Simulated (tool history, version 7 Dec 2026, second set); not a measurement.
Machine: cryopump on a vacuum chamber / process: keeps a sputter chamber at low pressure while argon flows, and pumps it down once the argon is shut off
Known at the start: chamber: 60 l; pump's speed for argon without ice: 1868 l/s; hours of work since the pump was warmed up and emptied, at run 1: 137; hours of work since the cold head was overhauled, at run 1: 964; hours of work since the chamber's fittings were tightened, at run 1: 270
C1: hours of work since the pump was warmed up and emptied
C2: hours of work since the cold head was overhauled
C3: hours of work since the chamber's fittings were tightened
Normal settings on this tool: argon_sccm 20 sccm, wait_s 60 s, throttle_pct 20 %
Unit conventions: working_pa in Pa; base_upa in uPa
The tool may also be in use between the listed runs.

Run 1, hour 0: usual settings; C1 137; C2 964; C3 270. Result: working_pa 0.0917 Pa, base_upa 0.99 uPa.
Run 2, hour 30.2: usual settings; C1 161; C2 989; C3 294. Result: working_pa 0.0922 Pa, base_upa 0.99 uPa.
Run 3, hour 68: usual settings; C1 192; C2 1019; C3 325. Result: working_pa 0.0921 Pa, base_upa 0.98 uPa.
Run 4, hour 90.6: usual settings; C1 210; C2 1038; C3 343. Result: working_pa 0.0921 Pa, base_upa 1.01 uPa.
Run 5, hour 123.5: usual settings but wait_s 32 s; C1 237; C2 1064; C3 370. Result: working_pa 0.0925 Pa, base_upa 1.63 uPa.
Run 6, hour 163.5: usual settings but wait_s 32 s; C1 269; C2 1097; C3 402. Result: working_pa 0.0927 Pa, base_upa 1.69 uPa.
Run 7, hour 185.8: usual settings; C1 288; C2 1115; C3 421. Result: working_pa 0.0932 Pa, base_upa 1.06 uPa.
Run 8, hour 210.3: usual settings; C1 307; C2 1135; C3 440. Result: working_pa 0.093 Pa, base_upa 1.02 uPa.
Run 9, hour 250: usual settings; C1 340; C2 1167; C3 473. Result: working_pa 0.0931 Pa, base_upa 1.09 uPa.
Run 10, hour 273.9: usual settings; C1 359; C2 1187; C3 492. Result: working_pa 0.0938 Pa, base_upa 1.07 uPa.
Run 11, hour 300.1: usual settings; C1 380; C2 1208; C3 513. Result: working_pa 0.0937 Pa, base_upa 1.14 uPa.
Run 12, hour 330.8: usual settings; C1 405; C2 1233; C3 538. Result: working_pa 0.0945 Pa, base_upa 1.11 uPa.
Run 13, hour 354.2: usual settings; C1 424; C2 1252; C3 557. Result: working_pa 0.0938 Pa, base_upa 1.16 uPa.
Run 14, hour 386.9: usual settings but argon_sccm 23 sccm; C1 451; C2 1278; C3 584. Result: working_pa 0.1074 Pa, base_upa 1.14 uPa.
Run 15, hour 410.2: usual settings but argon_sccm 23 sccm; C1 470; C2 1297; C3 603. Result: working_pa 0.1082 Pa, base_upa 1.11 uPa.
Run 16, hour 446.5: usual settings but argon_sccm 23 sccm; C1 499; C2 1327; C3 632. Result: working_pa 0.1079 Pa, base_upa 1.21 uPa.
Run 17, hour 462.7: usual settings but argon_sccm 23 sccm; C1 513; C2 1340; C3 646. Result: working_pa 0.1098 Pa, base_upa 1.16 uPa.
Run 18, hour 489.4: usual settings but argon_sccm 23 sccm; C1 534; C2 1362; C3 667. Result: working_pa 0.108 Pa, base_upa 1.19 uPa.
Run 19, hour 524.9: usual settings but argon_sccm 23 sccm; C1 563; C2 1391; C3 696. Result: working_pa 0.1089 Pa, base_upa 1.21 uPa.
Run 20, hour 550.6: usual settings but argon_sccm 38 sccm, wait_s 127 s, throttle_pct 36 %; C1 584; C2 1411; C3 717. Result: working_pa 0.1054 Pa, base_upa 0.87 uPa.
Run 21, hour 588.1: usual settings but argon_sccm 38 sccm, wait_s 21 s, throttle_pct 36 %; C1 614; C2 1442; C3 747. Result: working_pa 0.1048 Pa, base_upa 2.58 uPa.
Run 22, hour 619.4: usual settings but argon_sccm 38 sccm, wait_s 21 s, throttle_pct 36 %; C1 640; C2 1467; C3 773. Result: working_pa 0.1048 Pa, base_upa 2.52 uPa.
Run 23, hour 647: usual settings but argon_sccm 23 sccm, wait_s 72 s, throttle_pct 24 %; C1 662; C2 1490; C3 795. Result: working_pa 0.0936 Pa, base_upa 1.18 uPa.
Run 24, hour 669.4: usual settings but argon_sccm 18 sccm, throttle_pct 39 %; C1 680; C2 1508; C3 814. Result: working_pa 0.0472 Pa, base_upa 1.3 uPa.
Run 25, hour 701.3: usual settings but argon_sccm 32 sccm, wait_s 71 s, throttle_pct 15 %; C1 706; C2 1534; C3 839. Result: working_pa 0.2016 Pa, base_upa 1.25 uPa.
Run 26, hour 730.2: usual settings but argon_sccm 30 sccm, wait_s 43 s, throttle_pct 49 %; C1 730; C2 1557; C3 863. Result: working_pa 0.0644 Pa, base_upa 1.67 uPa.
Run 27, hour 761.2: usual settings but wait_s 32 s, throttle_pct 22 %; C1 755; C2 1583; C3 888. Result: working_pa 0.0886 Pa, base_upa 1.99 uPa.
Run 28, hour 786.8: usual settings but argon_sccm 15 sccm, wait_s 23 s, throttle_pct 22 %; C1 776; C2 1603; C3 909. Result: working_pa 0.0664 Pa, base_upa 2.49 uPa.
Run 29, hour 821.2: usual settings but argon_sccm 15 sccm, wait_s 23 s, throttle_pct 22 %; C1 804; C2 1631; C3 937. Result: working_pa 0.0671 Pa, base_upa 2.53 uPa.
At hour 831.2: pump warmed up, emptied and cooled again.
Run 30, hour 847.1: usual settings but argon_sccm 15 sccm, wait_s 23 s, throttle_pct 22 %; C1 13; C2 1648; C3 954. Result: working_pa 0.0627 Pa, base_upa 2.38 uPa.
Run 31, hour 875.2: usual settings but argon_sccm 14 sccm, wait_s 112 s, throttle_pct 24 %; C1 36; C2 1671; C3 977. Result: working_pa 0.0547 Pa, base_upa 0.93 uPa.
Run 32, hour 899.8: usual settings but wait_s 35 s, throttle_pct 36 %; C1 56; C2 1691; C3 997. Result: working_pa 0.0495 Pa, base_upa 1.74 uPa.
Run 33, hour 919.4: usual settings but wait_s 35 s, throttle_pct 36 %; C1 72; C2 1707; C3 1013. Result: working_pa 0.0521 Pa, base_upa 1.76 uPa.

Selected run-to-run steps in working_pa, each split into two signed amounts: the part the tool would show with no hidden state at all (from settings, incoming material and random variation), and the remainder, which goes to the hidden state together with any gauge scatter not common to the measured and the hidden-state-free results:
Hidden state present: pump's speed, % of a pump's without ice; cold plate's temperature, K; leak into the chamber, uPa l/s; drift of the gauge itself on working_pa, %; drift of the gauge itself on base_upa, %.
Run 19 -> 20: argon_sccm 23 -> 38, wait_s 60 -> 127, throttle_pct 20 -> 36. working_pa -0.0035 Pa: hidden state +0.0037, all else -0.0072.
Run 23 -> 24: argon_sccm 23 -> 18, wait_s 72 -> 60, throttle_pct 24 -> 39. working_pa -0.0464 Pa: hidden state -0.0013, all else -0.0451.
Run 24 -> 25: argon_sccm 18 -> 32, wait_s 60 -> 71, throttle_pct 39 -> 15. working_pa +0.1544 Pa: hidden state +0.0042, all else +0.1502.
Run 25 -> 26: argon_sccm 32 -> 30, wait_s 71 -> 43, throttle_pct 15 -> 49. working_pa -0.1372 Pa: hidden state -0.0002, all else -0.137.
Run 29 -> 30: pump warmed up, emptied and cooled again. working_pa -0.0044 Pa: hidden state -0.0045, all else +0.0001.
